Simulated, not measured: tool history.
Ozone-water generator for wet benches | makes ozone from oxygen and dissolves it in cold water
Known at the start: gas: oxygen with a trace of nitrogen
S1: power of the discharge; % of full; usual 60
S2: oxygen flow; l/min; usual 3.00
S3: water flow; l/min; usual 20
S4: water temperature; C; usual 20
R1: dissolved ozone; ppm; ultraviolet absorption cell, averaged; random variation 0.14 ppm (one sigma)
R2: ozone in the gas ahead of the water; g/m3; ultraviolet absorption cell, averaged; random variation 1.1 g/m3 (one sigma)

run 1 hour=0.0 | S1=60 S2=3.00 S3=20 S4=20 | R1=15.3 R2=202.7
run 2 hour=30.9 | S1=60 S2=3.00 S3=20 S4=20 | R1=15.5 R2=201.5
run 3 hour=53.5 | S1=60 S2=3.00 S3=20 S4=20 | R1=15.4 R2=204.0
run 4 hour=85.3 | S1=60 S2=3.00 S3=20 S4=20 | R1=15.6 R2=203.3
run 5 hour=100.1 | S1=60 S2=3.00 S3=20 S4=14 | R1=16.2 R2=202.2
run 6 hour=123.2 | S1=60 S2=3.00 S3=20 S4=14 | R1=16.4 R2=203.6
run 7 hour=151.1 | S1=60 S2=3.00 S3=20 S4=14 | R1=16.5 R2=203.0
run 8 hour=172.6 | S1=60 S2=3.00 S3=20 S4=14 | R1=16.2 R2=203.0
run 9 hour=202.4 | S1=60 S2=3.00 S3=20 S4=14 | R1=16.1 R2=201.9
run 10 hour=218.0 | S1=60 S2=3.00 S3=20 S4=14 | R1=16.2 R2=202.7
run 11 hour=234.7 | S1=60 S2=3.00 S3=20 S4=14 | R1=16.0 R2=201.6
run 12 hour=258.8 | S1=60 S2=3.00 S3=24 S4=20 | R1=12.7 R2=203.6
run 13 hour=278.4 | S1=60 S2=3.00 S3=22 S4=20 | R1=14.1 R2=202.9
-- hour=280.8 water thermometer calibrated
run 14 hour=302.5 | S1=51 S2=3.00 S3=22 S4=20 | R1=12.8 R2=186.7
run 15 hour=325.7 | S1=60 S2=3.00 S3=31 S4=20 | R1=10.1 R2=202.8
run 16 hour=342.6 | S1=60 S2=3.00 S3=20 S4=20 | R1=15.0 R2=201.9
-- hour=359.8 water thermometer calibrated, once more
run 17 hour=372.9 | S1=60 S2=5.18 S3=20 S4=20 | R1=15.1 R2=145.6
run 18 hour=393.2 | S1=60 S2=3.69 S3=20 S4=24 | R1=14.8 R2=176.8
run 19 hour=420.9 | S1=60 S2=1.97 S3=18 S4=20 | R1=16.3 R2=262.8
run 20 hour=443.0 | S1=42 S2=2.75 S3=20 S4=24 | R1=12.2 R2=174.7
run 21 hour=465.6 | S1=60 S2=4.88 S3=20 S4=21 | R1=15.1 R2=149.3
run 22 hour=481.1 | S1=60 S2=3.00 S3=20 S4=18 | R1=15.3 R2=202.0
run 23 hour=514.7 | S1=60 S2=3.00 S3=20 S4=18 | R1=15.7 R2=202.0
run 24 hour=534.4 | S1=60 S2=3.00 S3=20 S4=18 | R1=15.3 R2=202.1
run 25 hour=550.5 | S1=48 S2=3.11 S3=25 S4=17 | R1=11.5 R2=174.8
run 26 hour=573.7 | S1=99 S2=2.30 S3=20 S4=20 | R1=18.9 R2=305.7
run 27 hour=588.1 | S1=99 S2=2.73 S3=15 S4=22 | R1=23.6 R2=274.9
run 28 hour=604.0 | S1=70 S2=2.73 S3=24 S4=19 | R1=13.9 R2=230.5
run 29 hour=634.9 | S1=56 S2=1.84 S3=15 S4=21 | R1=17.9 R2=261.8
run 30 hour=655.0 | S1=56 S2=1.84 S3=15 S4=21 | R1=18.1 R2=262.3
run 31 hour=681.9 | S1=53 S2=3.00 S3=14 S4=20 | R1=18.7 R2=187.0
run 32 hour=705.4 | S1=60 S2=3.00 S3=22 S4=20 | R1=13.7 R2=200.4
run 33 hour=724.4 | S1=60 S2=2.44 S3=20 S4=20 | R1=14.7 R2=229.1
run 34 hour=742.0 | S1=60 S2=2.17 S3=24 S4=15 | R1=13.2 R2=246.5

3 ways to go on from here, each from the tool as it stands after run 34. What would each give?
run A hour=773.2 | S1=87 S2=3.00 S3=13 S4=16 | R1=? R2=?
run B hour=773.2 | S1=41 S2=1.56 S3=24 S4=15 | R1=? R2=?
run C hour=773.2 | S1=60 S2=2.17 S3=24 S4=21 | R1=? R2=?

run=A R1=26.7 R2=243.7
run=B R1=9.7 R2=247.7
run=C R1=12.2 R2=243.9
Without the tool's hidden state the same runs would have given:
run=A R1=28.0 R2=252.3
run=B R1=10.1 R2=253.4
run=C R1=12.7 R2=251.0
